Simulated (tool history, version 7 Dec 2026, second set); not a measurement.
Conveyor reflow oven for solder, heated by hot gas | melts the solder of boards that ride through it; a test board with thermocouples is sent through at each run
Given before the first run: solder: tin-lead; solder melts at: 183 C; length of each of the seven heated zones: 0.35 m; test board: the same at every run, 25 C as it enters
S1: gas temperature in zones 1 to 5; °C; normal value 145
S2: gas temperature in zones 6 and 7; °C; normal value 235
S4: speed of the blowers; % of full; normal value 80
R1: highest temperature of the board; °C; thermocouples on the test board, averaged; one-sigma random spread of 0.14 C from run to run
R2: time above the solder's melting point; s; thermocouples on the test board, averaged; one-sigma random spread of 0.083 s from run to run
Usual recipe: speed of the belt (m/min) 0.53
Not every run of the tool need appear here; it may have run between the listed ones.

{"run": 1, "hour": 0.0, "S1": 145, "S2": 235, "speed of the belt (m/min)": 0.53, "S4": 80, "R1": 216.6, "R2": 61.68}
{"hour": 9.1, "done": "flux residue cleaned out of gas plates and filters"}
{"run": 2, "hour": 43.9, "S1": 145, "S2": 235, "speed of the belt (m/min)": 0.53, "S4": 80, "R1": 217.9, "R2": 63.11}
{"run": 3, "hour": 87.9, "S1": 145, "S2": 235, "speed of the belt (m/min)": 0.53, "S4": 80, "R1": 217.7, "R2": 62.89}
{"run": 4, "hour": 110.4, "S1": 145, "S2": 235, "speed of the belt (m/min)": 0.53, "S4": 80, "R1": 217.9, "R2": 62.68}
{"run": 5, "hour": 133.2, "S1": 145, "S2": 235, "speed of the belt (m/min)": 0.53, "S4": 80, "R1": 217.1, "R2": 62.72}
{"run": 6, "hour": 173.1, "S1": 145, "S2": 235, "speed of the belt (m/min)": 0.53, "S4": 59, "R1": 213.8, "R2": 58.93}
{"run": 7, "hour": 216.5, "S1": 145, "S2": 235, "speed of the belt (m/min)": 0.53, "S4": 59, "R1": 213.7, "R2": 58.72}
{"run": 8, "hour": 243.8, "S1": 146, "S2": 235, "speed of the belt (m/min)": 0.53, "S4": 52, "R1": 212.3, "R2": 57.37}
{"hour": 250.6, "done": "belt drive overhauled, speed set with a stopwatch"}
{"run": 9, "hour": 288.1, "S1": 157, "S2": 235, "speed of the belt (m/min)": 0.53, "S4": 52, "R1": 214.9, "R2": 65.24}
{"run": 10, "hour": 328.1, "S1": 132, "S2": 234, "speed of the belt (m/min)": 0.53, "S4": 80, "R1": 213.7, "R2": 54.61}

What will run 11 give?
{"run": 11, "hour": 366.6, "S1": 131, "S2": 238, "speed of the belt (m/min)": 0.53, "S4": 80, "R1": "?", "R2": "?"}

R1: 216.9 °C
R2: 56.78 s
With the hidden condition absent and the run-to-run variation left alone, this run would have shown R1 220.5 °C, R2 59.26 s.
